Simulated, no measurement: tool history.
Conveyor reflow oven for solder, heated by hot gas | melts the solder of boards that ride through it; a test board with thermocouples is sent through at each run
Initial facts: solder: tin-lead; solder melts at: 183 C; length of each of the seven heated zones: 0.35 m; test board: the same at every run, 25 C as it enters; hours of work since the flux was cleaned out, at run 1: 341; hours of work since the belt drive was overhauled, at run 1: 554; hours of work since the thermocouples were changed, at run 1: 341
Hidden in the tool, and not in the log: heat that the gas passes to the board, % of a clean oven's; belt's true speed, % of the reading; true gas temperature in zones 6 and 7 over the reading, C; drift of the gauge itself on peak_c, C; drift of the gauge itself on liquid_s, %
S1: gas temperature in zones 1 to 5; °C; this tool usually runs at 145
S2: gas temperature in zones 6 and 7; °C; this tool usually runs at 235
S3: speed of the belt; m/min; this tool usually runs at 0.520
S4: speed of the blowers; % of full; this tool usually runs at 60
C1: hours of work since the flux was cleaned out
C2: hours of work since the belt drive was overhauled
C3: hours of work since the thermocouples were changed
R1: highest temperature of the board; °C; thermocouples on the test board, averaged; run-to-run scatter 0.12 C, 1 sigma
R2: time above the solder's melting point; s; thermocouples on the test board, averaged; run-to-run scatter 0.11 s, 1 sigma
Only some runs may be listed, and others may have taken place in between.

| run | hour | S1 | S2 | S3 | S4 | C1 | C2 | C3 | R1 | R2 |
|---|---|---|---|---|---|---|---|---|---|---|
| 1 | 0.0 | 145 | 235 | 0.520 | 60 | 341 | 554 | 341 | 219.0 | 64.5 |
|  | 7.6 | flux residue cleaned out of gas plates and filters |
| 2 | 31.9 | 145 | 235 | 0.520 | 60 | 14 | 569 | 356 | 219.0 | 64.7 |
| 3 | 53.7 | 145 | 235 | 0.520 | 60 | 26 | 581 | 369 | 219.1 | 64.7 |
| 4 | 77.6 | 145 | 235 | 0.520 | 60 | 40 | 595 | 382 | 219.2 | 64.6 |
| 5 | 100.5 | 145 | 235 | 0.520 | 60 | 53 | 608 | 395 | 218.9 | 64.4 |
| 6 | 111.8 | 145 | 235 | 0.520 | 60 | 59 | 614 | 402 | 218.9 | 64.7 |
| 7 | 138.1 | 145 | 235 | 0.520 | 60 | 74 | 629 | 417 | 219.2 | 64.6 |
| 8 | 153.6 | 145 | 235 | 0.590 | 60 | 83 | 638 | 425 | 215.0 | 53.2 |
| 9 | 170.5 | 145 | 232 | 0.520 | 60 | 93 | 648 | 435 | 216.7 | 62.7 |
| 10 | 190.4 | 144 | 235 | 0.520 | 60 | 104 | 659 | 446 | 218.7 | 64.1 |
| 11 | 210.7 | 144 | 235 | 0.520 | 60 | 115 | 670 | 458 | 219.0 | 64.2 |
| 12 | 232.6 | 144 | 235 | 0.520 | 60 | 128 | 683 | 470 | 219.1 | 63.9 |
| 13 | 252.2 | 144 | 235 | 0.520 | 60 | 139 | 694 | 481 | 218.7 | 63.9 |
| 14 | 263.8 | 140 | 235 | 0.520 | 78 | 145 | 701 | 488 | 222.6 | 66.2 |
| 15 | 282.3 | 148 | 235 | 0.520 | 78 | 156 | 711 | 498 | 223.9 | 69.9 |
| 16 | 304.3 | 148 | 235 | 0.520 | 78 | 168 | 724 | 511 | 224.0 | 69.9 |
| 17 | 318.7 | 145 | 233 | 0.489 | 60 | 177 | 732 | 519 | 218.9 | 69.0 |
| 18 | 338.8 | 160 | 234 | 0.489 | 89 | 188 | 743 | 531 | 227.2 | 81.8 |
| 19 | 359.9 | 131 | 232 | 0.520 | 60 | 200 | 755 | 543 | 214.1 | 54.9 |
| 20 | 382.8 | 133 | 243 | 0.490 | 50 | 213 | 768 | 556 | 222.2 | 66.0 |
| 21 | 399.8 | 133 | 243 | 0.490 | 50 | 223 | 778 | 565 | 222.2 | 66.0 |
| 22 | 417.4 | 156 | 243 | 0.539 | 55 | 233 | 788 | 575 | 225.4 | 71.1 |
|  | 428.8 | thermocouples of zones 6 and 7 changed |
| 23 | 440.9 | 156 | 243 | 0.539 | 55 | 245 | 800 | 7 | 225.4 | 70.9 |
| 24 | 464.1 | 148 | 224 | 0.526 | 87 | 258 | 813 | 20 | 215.3 | 63.8 |

Below are 3 alternative next runs, each starting from the tool's condition after run 24. Predict each:
| A | 483.0 | 145 | 250 | 0.562 | 87 | 269 | 824 | 31 | ? | ? |
| B | 483.0 | 145 | 235 | 0.520 | 73 | 269 | 824 | 31 | ? | ? |
| C | 483.0 | 138 | 235 | 0.520 | 60 | 269 | 824 | 31 | ? | ? |

| run | R1 | R2 |
|---|---|---|
| A | 236.6 | 69.9 |
| B | 222.4 | 67.6 |
| C | 217.5 | 60.7 |
Stripped of hidden state, with their random variation kept, the same runs would have yielded:
| run | R1 | R2 |
|---|---|---|
| A | 236.6 | 69.9 |
| B | 222.4 | 67.6 |
| C | 217.6 | 60.7 |
